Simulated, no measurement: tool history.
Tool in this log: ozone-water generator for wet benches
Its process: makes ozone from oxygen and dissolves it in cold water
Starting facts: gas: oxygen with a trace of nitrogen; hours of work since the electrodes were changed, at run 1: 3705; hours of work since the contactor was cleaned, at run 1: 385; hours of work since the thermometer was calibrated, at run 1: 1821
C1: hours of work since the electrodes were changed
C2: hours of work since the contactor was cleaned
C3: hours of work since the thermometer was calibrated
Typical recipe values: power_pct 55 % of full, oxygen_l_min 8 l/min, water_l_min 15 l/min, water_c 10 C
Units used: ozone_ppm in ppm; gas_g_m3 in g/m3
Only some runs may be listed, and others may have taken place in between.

Run 1, day 0: usual settings; C1 3705; C2 385; C3 1821. Result: ozone_ppm 29.2 ppm, gas_g_m3 161.7 g/m3.
Run 2, day 6.962: usual settings; C1 3860; C2 540; C3 1976. Result: ozone_ppm 28.8 ppm, gas_g_m3 160.5 g/m3.
Run 3, day 13.833: usual settings but water_l_min 14 l/min; C1 4013; C2 693; C3 2128. Result: ozone_ppm 29.8 ppm, gas_g_m3 157.5 g/m3.
Run 4, day 20.15: usual settings but water_c 7 C; C1 4153; C2 833; C3 2269. Result: ozone_ppm 29.8 ppm, gas_g_m3 156.3 g/m3.
Run 5, day 27.142: usual settings but water_c 7 C; C1 4308; C2 988; C3 2424. Result: ozone_ppm 29.5 ppm, gas_g_m3 154.7 g/m3.
Run 6, day 35.646: usual settings but power_pct 50 % of full; C1 4497; C2 1177; C3 2613. Result: ozone_ppm 26.1 ppm, gas_g_m3 145.1 g/m3.
Run 7, day 41.354: usual settings but power_pct 50 % of full; C1 4624; C2 1304; C3 2740. Result: ozone_ppm 25.7 ppm, gas_g_m3 142 g/m3.
At day 48.95: water thermometer calibrated.
Run 8, day 50.217: usual settings but power_pct 50 % of full; C1 4821; C2 1500; C3 28. Result: ozone_ppm 25.7 ppm, gas_g_m3 144 g/m3.
Run 9, day 55.412: usual settings but power_pct 50 % of full; C1 4936; C2 1616; C3 144. Result: ozone_ppm 25.3 ppm, gas_g_m3 139.2 g/m3.
Run 10, day 63.375: usual settings but power_pct 50 % of full; C1 5113; C2 1793; C3 320. Result: ozone_ppm 25.4 ppm, gas_g_m3 141.7 g/m3.
Run 11, day 69.829: usual settings but oxygen_l_min 6.91 l/min; C1 5256; C2 1936; C3 464. Result: ozone_ppm 26.2 ppm, gas_g_m3 155.5 g/m3.
Run 12, day 73.792: usual settings but oxygen_l_min 6.91 l/min; C1 5344; C2 2024; C3 552. Result: ozone_ppm 26 ppm, gas_g_m3 155.2 g/m3.
Run 13, day 78.033: usual settings but oxygen_l_min 6.91 l/min; C1 5438; C2 2118; C3 646. Result: ozone_ppm 25.4 ppm, gas_g_m3 154.4 g/m3.
Run 14, day 82.575: usual settings but oxygen_l_min 6.91 l/min; C1 5539; C2 2219; C3 747. Result: ozone_ppm 25.5 ppm, gas_g_m3 153.3 g/m3.
Run 15, day 91.125: usual settings; C1 5729; C2 2409; C3 937. Result: ozone_ppm 25.4 ppm, gas_g_m3 143.5 g/m3.
Run 16, day 95.679: usual settings but power_pct 72 % of full; C1 5831; C2 2510; C3 1038. Result: ozone_ppm 30.4 ppm, gas_g_m3 172.6 g/m3.
Run 17, day 101.808: usual settings but power_pct 62 % of full, oxygen_l_min 10.01 l/min, water_l_min 16 l/min, water_c 8 C; C1 5967; C2 2647; C3 1174. Result: ozone_ppm 28.2 ppm, gas_g_m3 142.6 g/m3.
Run 18, day 110.579: usual settings but power_pct 49 % of full, oxygen_l_min 7.65 l/min; C1 6162; C2 2841; C3 1369. Result: ozone_ppm 23.1 ppm, gas_g_m3 133.6 g/m3.
Run 19, day 116.15: usual settings but power_pct 49 % of full, oxygen_l_min 5.02 l/min; C1 6285; C2 2965; C3 1493. Result: ozone_ppm 21.2 ppm, gas_g_m3 152.3 g/m3.
Run 20, day 120.379: usual settings but power_pct 49 % of full, oxygen_l_min 5.02 l/min; C1 6379; C2 3059; C3 1587. Result: ozone_ppm 21.4 ppm, gas_g_m3 152.8 g/m3.
Run 21, day 129.046: usual settings but water_l_min 24 l/min, water_c 15 C; C1 6572; C2 3252; C3 1779. Result: ozone_ppm 16.4 ppm, gas_g_m3 137.9 g/m3.
Run 22, day 133.817: usual settings but oxygen_l_min 5.06 l/min, water_c 5 C; C1 6678; C2 3358; C3 1885. Result: ozone_ppm 24.3 ppm, gas_g_m3 160.9 g/m3.
At day 138.854: electrodes of the discharge changed.
Run 23, day 138.888: usual settings but oxygen_l_min 5.06 l/min, water_c 5 C; C1 1; C2 3465; C3 1992. Result: ozone_ppm 32.1 ppm, gas_g_m3 212.1 g/m3.
Run 24, day 143.733: usual settings but oxygen_l_min 12.95 l/min, water_c 6 C; C1 108; C2 3572; C3 2100. Result: ozone_ppm 35.8 ppm, gas_g_m3 156.2 g/m3.
Run 25, day 150.854: usual settings but power_pct 89 % of full, oxygen_l_min 6.61 l/min, water_l_min 17 l/min; C1 267; C2 3731; C3 2258. Result: ozone_ppm 42.8 ppm, gas_g_m3 294.2 g/m3.
Run 26, day 156.767: usual settings but power_pct 78 % of full, oxygen_l_min 8.32 l/min, water_l_min 24 l/min, water_c 14 C; C1 398; C2 3862; C3 2390. Result: ozone_ppm 29.4 ppm, gas_g_m3 241.3 g/m3.
Run 27, day 164.079: usual settings but power_pct 99 % of full, oxygen_l_min 6.3 l/min, water_l_min 17 l/min, water_c 15 C; C1 560; C2 4024; C3 2552. Result: ozone_ppm 42.6 ppm, gas_g_m3 323.1 g/m3.
Run 28, day 168.383: usual settings but oxygen_l_min 7.04 l/min; C1 656; C2 4120; C3 2648. Result: ozone_ppm 30.7 ppm, gas_g_m3 186.3 g/m3.
Run 29, day 176.392: usual settings but power_pct 50 % of full, water_l_min 23 l/min, water_c 6 C; C1 834; C2 4298; C3 2826. Result: ozone_ppm 22.4 ppm, gas_g_m3 163 g/m3.
At day 180: water thermometer calibrated.
Run 30, day 182.129: usual settings but power_pct 95 % of full, oxygen_l_min 6.52 l/min; C1 961; C2 4425; C3 47. Result: ozone_ppm 47.5 ppm, gas_g_m3 299.3 g/m3.
Run 31, day 186.833: usual settings but power_pct 64 % of full, oxygen_l_min 4.71 l/min, water_l_min 19 l/min; C1 1065; C2 4529; C3 152. Result: ozone_ppm 26.2 ppm, gas_g_m3 238.6 g/m3.
Run 32, day 191.971: usual settings but power_pct 100 % of full, oxygen_l_min 10.5 l/min, water_l_min 9 l/min, water_c 17 C; C1 1180; C2 4644; C3 266. Result: ozone_ppm 55 ppm, gas_g_m3 262.1 g/m3.

What if the next run were any one of these 4? Each begins from the tool's condition after run 32:
Run A, day 199.592: usual settings but power_pct 100 % of full, oxygen_l_min 10.5 l/min, water_l_min 17 l/min, water_c 17 C; C1 1349; C2 4813; C3 435. Result: ozone_ppm ?, gas_g_m3 ?.
Run B, day 199.592: usual settings but water_l_min 11 l/min; C1 1349; C2 4813; C3 435. Result: ozone_ppm ?, gas_g_m3 ?.
Run C, day 199.592: usual settings but water_c 17 C; C1 1349; C2 4813; C3 435. Result: ozone_ppm ?, gas_g_m3 ?.
Run D, day 199.592: usual settings but water_c 16 C; C1 1349; C2 4813; C3 435. Result: ozone_ppm ?, gas_g_m3 ?.

run  ozone_ppm  gas_g_m3
  A       40.3       259
  B         36     174.2
  C       26.2     173.6
  D       26.5     176.3
Without the tool's unlogged condition, the same runs would have read:
run  ozone_ppm  gas_g_m3
  A       47.2     284.6
  B       40.3     184.5
  C       29.5     183.8
  D       29.8     186.6
